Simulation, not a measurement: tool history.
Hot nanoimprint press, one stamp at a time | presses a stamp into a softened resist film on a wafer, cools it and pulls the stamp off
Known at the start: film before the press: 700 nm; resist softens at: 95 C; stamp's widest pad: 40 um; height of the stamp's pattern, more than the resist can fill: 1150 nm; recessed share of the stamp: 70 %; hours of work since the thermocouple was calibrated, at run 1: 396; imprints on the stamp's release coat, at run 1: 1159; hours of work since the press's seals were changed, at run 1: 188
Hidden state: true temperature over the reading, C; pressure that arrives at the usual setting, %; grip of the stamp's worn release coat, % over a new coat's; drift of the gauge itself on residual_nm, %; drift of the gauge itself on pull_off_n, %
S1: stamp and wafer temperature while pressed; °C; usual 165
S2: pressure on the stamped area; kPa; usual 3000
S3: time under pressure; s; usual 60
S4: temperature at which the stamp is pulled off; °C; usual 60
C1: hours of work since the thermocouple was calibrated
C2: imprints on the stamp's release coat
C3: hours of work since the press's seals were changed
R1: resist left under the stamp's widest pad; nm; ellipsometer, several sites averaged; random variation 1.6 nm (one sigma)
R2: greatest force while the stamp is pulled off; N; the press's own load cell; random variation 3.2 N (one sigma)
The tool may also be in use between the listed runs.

{"run": 1, "day": 0.0, "S1": 165, "S2": 3000, "S3": 60, "S4": 60, "C1": 396, "C2": 1159, "C3": 188, "R1": 411.7, "R2": 159}
{"run": 2, "day": 0.571, "S1": 172, "S2": 3000, "S3": 60, "S4": 60, "C1": 406, "C2": 1207, "C3": 198, "R1": 321.2, "R2": 151}
{"run": 3, "day": 0.879, "S1": 158, "S2": 3000, "S3": 60, "S4": 60, "C1": 411, "C2": 1232, "C3": 203, "R1": 514.3, "R2": 157}
{"run": 4, "day": 1.158, "S1": 158, "S2": 3000, "S3": 60, "S4": 60, "C1": 416, "C2": 1256, "C3": 208, "R1": 517.3, "R2": 157}
{"run": 5, "day": 1.512, "S1": 165, "S2": 3000, "S3": 60, "S4": 65, "C1": 422, "C2": 1285, "C3": 214, "R1": 412.9, "R2": 145}
{"run": 6, "day": 2.146, "S1": 165, "S2": 3000, "S3": 60, "S4": 65, "C1": 433, "C2": 1338, "C3": 224, "R1": 411.8, "R2": 148}
{"run": 7, "day": 2.704, "S1": 165, "S2": 3000, "S3": 60, "S4": 65, "C1": 443, "C2": 1385, "C3": 234, "R1": 412.4, "R2": 141}
{"run": 8, "day": 3.004, "S1": 165, "S2": 3000, "S3": 60, "S4": 60, "C1": 448, "C2": 1410, "C3": 239, "R1": 416.3, "R2": 160}
{"run": 9, "day": 3.646, "S1": 165, "S2": 3000, "S3": 60, "S4": 60, "C1": 459, "C2": 1463, "C3": 250, "R1": 413.7, "R2": 155}
{"run": 10, "day": 3.971, "S1": 165, "S2": 3000, "S3": 60, "S4": 60, "C1": 464, "C2": 1491, "C3": 256, "R1": 415.9, "R2": 157}
{"run": 11, "day": 4.596, "S1": 165, "S2": 1920, "S3": 60, "S4": 60, "C1": 475, "C2": 1543, "C3": 266, "R1": 488.2, "R2": 157}
{"run": 12, "day": 5.025, "S1": 165, "S2": 3000, "S3": 60, "S4": 63, "C1": 482, "C2": 1579, "C3": 274, "R1": 417.0, "R2": 153}
{"run": 13, "day": 5.362, "S1": 165, "S2": 3000, "S3": 60, "S4": 60, "C1": 488, "C2": 1607, "C3": 279, "R1": 414.9, "R2": 154}
{"run": 14, "day": 5.658, "S1": 165, "S2": 3000, "S3": 60, "S4": 60, "C1": 493, "C2": 1632, "C3": 285, "R1": 416.1, "R2": 153}
{"run": 15, "day": 6.208, "S1": 165, "S2": 3000, "S3": 60, "S4": 60, "C1": 502, "C2": 1677, "C3": 294, "R1": 414.0, "R2": 158}
{"run": 16, "day": 6.758, "S1": 165, "S2": 2240, "S3": 60, "S4": 60, "C1": 512, "C2": 1723, "C3": 303, "R1": 464.5, "R2": 156}
{"run": 17, "day": 7.188, "S1": 165, "S2": 2240, "S3": 60, "S4": 60, "C1": 519, "C2": 1759, "C3": 311, "R1": 464.4, "R2": 157}
{"day": 7.546, "done": "stamp cleaned and given a new release coat"}
{"run": 18, "day": 7.812, "S1": 165, "S2": 2240, "S3": 60, "S4": 60, "C1": 526, "C2": 22, "C3": 317, "R1": 465.9, "R2": 157}
{"run": 19, "day": 8.196, "S1": 165, "S2": 2240, "S3": 60, "S4": 60, "C1": 532, "C2": 55, "C3": 324, "R1": 467.1, "R2": 155}
{"run": 20, "day": 8.504, "S1": 165, "S2": 2240, "S3": 60, "S4": 60, "C1": 537, "C2": 80, "C3": 329, "R1": 471.2, "R2": 153}
{"run": 21, "day": 9.0, "S1": 162, "S2": 2240, "S3": 60, "S4": 49, "C1": 546, "C2": 122, "C3": 337, "R1": 511.0, "R2": 171}
{"run": 22, "day": 9.371, "S1": 165, "S2": 3000, "S3": 60, "S4": 58, "C1": 552, "C2": 153, "C3": 344, "R1": 418.0, "R2": 156}
{"run": 23, "day": 9.867, "S1": 165, "S2": 3000, "S3": 53, "S4": 58, "C1": 561, "C2": 194, "C3": 352, "R1": 431.3, "R2": 156}
{"run": 24, "day": 10.254, "S1": 168, "S2": 2170, "S3": 60, "S4": 52, "C1": 567, "C2": 226, "C3": 359, "R1": 429.5, "R2": 164}
{"run": 25, "day": 10.608, "S1": 173, "S2": 2170, "S3": 42, "S4": 55, "C1": 573, "C2": 256, "C3": 365, "R1": 410.1, "R2": 162}
{"day": 11.212, "done": "plate thermocouple calibrated"}
{"run": 26, "day": 11.388, "S1": 165, "S2": 2450, "S3": 60, "S4": 67, "C1": 3, "C2": 311, "C3": 376, "R1": 451.3, "R2": 147}
{"run": 27, "day": 11.654, "S1": 165, "S2": 2450, "S3": 60, "S4": 67, "C1": 8, "C2": 333, "C3": 381, "R1": 450.8, "R2": 148}
{"run": 28, "day": 12.071, "S1": 162, "S2": 2810, "S3": 78, "S4": 60, "C1": 15, "C2": 368, "C3": 388, "R1": 440.5, "R2": 152}
{"run": 29, "day": 12.512, "S1": 162, "S2": 2810, "S3": 78, "S4": 60, "C1": 22, "C2": 405, "C3": 395, "R1": 442.1, "R2": 153}
{"run": 30, "day": 12.946, "S1": 162, "S2": 2810, "S3": 67, "S4": 60, "C1": 30, "C2": 441, "C3": 403, "R1": 459.2, "R2": 159}

3 ways to go on from here, each from the tool as it stands after run 30. What would each give?
{"run": "A", "day": 13.508, "S1": 164, "S2": 2420, "S3": 97, "S4": 60, "C1": 39, "C2": 488, "C3": 412, "R1": "?", "R2": "?"}
{"run": "B", "day": 13.508, "S1": 165, "S2": 3000, "S3": 60, "S4": 63, "C1": 39, "C2": 488, "C3": 412, "R1": "?", "R2": "?"}
{"run": "C", "day": 13.508, "S1": 156, "S2": 2810, "S3": 67, "S4": 60, "C1": 39, "C2": 488, "C3": 412, "R1": "?", "R2": "?"}

run=A R1=410.3 R2=159
run=B R1=418.0 R2=150
run=C R1=551.0 R2=159
Without the tool's hidden state the same runs would have given:
run=A R1=401.5 R2=159
run=B R1=409.1 R2=150
run=C R1=539.2 R2=158
